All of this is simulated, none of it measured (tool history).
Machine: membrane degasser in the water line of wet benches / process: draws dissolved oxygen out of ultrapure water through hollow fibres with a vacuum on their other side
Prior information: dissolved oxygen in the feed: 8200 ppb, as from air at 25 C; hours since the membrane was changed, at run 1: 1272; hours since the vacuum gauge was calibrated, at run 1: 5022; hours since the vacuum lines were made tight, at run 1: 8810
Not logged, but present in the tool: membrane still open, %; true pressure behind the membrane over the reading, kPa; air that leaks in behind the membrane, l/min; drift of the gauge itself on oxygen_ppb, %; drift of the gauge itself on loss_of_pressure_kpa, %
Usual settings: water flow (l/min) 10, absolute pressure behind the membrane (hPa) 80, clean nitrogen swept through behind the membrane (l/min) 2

run,day,water flow (l/min),absolute pressure behind the membrane (hPa),clean nitrogen swept through behind the membrane (l/min),hours since the membrane was changed,hours since the vacuum gauge was calibrated,hours since the vacuum lines were made tight,dissolved oxygen in the water behind the degasser (ppb),pressure that the water loses in the fibres (hPa)
1,0,10,80,2,1272,5022,8810,69.8,601.7
2,7.117,10,80,4.66,1443,5193,8981,34.7,606.9
3,10.342,10,80,4.66,1521,5270,9059,34.7,604.2
4,16.917,10,72.4,2,1678,5428,9216,58.9,607.6
5,20.796,10,72.4,2,1771,5521,9309,60.1,605.5
6,27.238,10,72.4,2,1926,5676,9464,61.5,609.6
7,31.279,10,80,2,2023,5773,9561,70.2,608.2
8,36.438,10,80,2,2147,5896,9685,70,606.1
9,39.633,10,80,2,2224,5973,9762,70.4,607.1
10,44.167,10,80,2,2332,6082,9870,70.5,605.8
11,49.638,10,80,2,2464,6213,10002,70.4,606.2
12,56.346,10,149.7,2,2625,6374,10163,158.6,614.9
13,62.558,10,146.4,2,2774,6523,10312,151.4,609.7
14,65.933,10,146.4,2,2855,6604,10393,153,613
15,73.142,10,199.9,2,3028,6777,10566,220.7,611
16,78.583,10,181.5,1.04,3158,6908,10696,355.7,613
17,83.392,12,57.7,5.9,3274,7023,10812,25.2,733.9
18,89.612,8,153.2,2.67,3423,7173,10961,101.4,491.7
19,96.488,7,57.5,3.08,3588,7338,11126,20.1,429.5
20,101.279,16,80,4.75,3703,7453,11241,61,981.6
21,105.788,16,80,4.75,3811,7561,11349,62.3,983.8
22,110.462,16,80,4.75,3923,7673,11461,63.8,984.7
23,113.696,16,80,4.75,4001,7751,11539,63.4,984.3
24,117.379,12,181.7,3.85,4089,7839,11627,133.6,739.3
25,122.25,8,105,4.09,4206,7956,11744,43.7,491.6
26,126.175,6,80,2,4300,8050,11838,43.2,366
27,130.15,6,80,2,4396,8146,11934,43.6,370
# day 132.183: vacuum gauge calibrated
28,134.112,12,80,2,4491,46,12029,86,735.8
29,137.712,12,58.3,2,4577,133,12115,51.8,740.8
30,144.033,12,58.3,3.19,4729,284,12267,37.7,740.9

Forecast each of these 5 alternatives for the next run:
A,147.496,12,99,3.08,4812,367,12350,?,?
B,147.496,10,192.3,3.48,4812,367,12350,?,?
C,147.496,7,58.3,3.19,4812,367,12350,?,?
D,147.496,12,80,1.07,4812,367,12350,?,?
E,147.496,10,53.6,3.74,4812,367,12350,?,?

run,dissolved oxygen in the water behind the degasser (ppb),pressure that the water loses in the fibres (hPa)
A,80.1,740.6
B,127.2,618.1
C,19.5,430.6
D,142.1,743.2
E,23.4,620.9
The same runs, with their run-to-run variation unchanged, on a tool lacking any hidden condition would have given:
run,dissolved oxygen in the water behind the degasser (ppb),pressure that the water loses in the fibres (hPa)
A,74.5,719.1
B,118,600.2
C,17.4,418.1
D,134.8,721.6
E,21,602.9
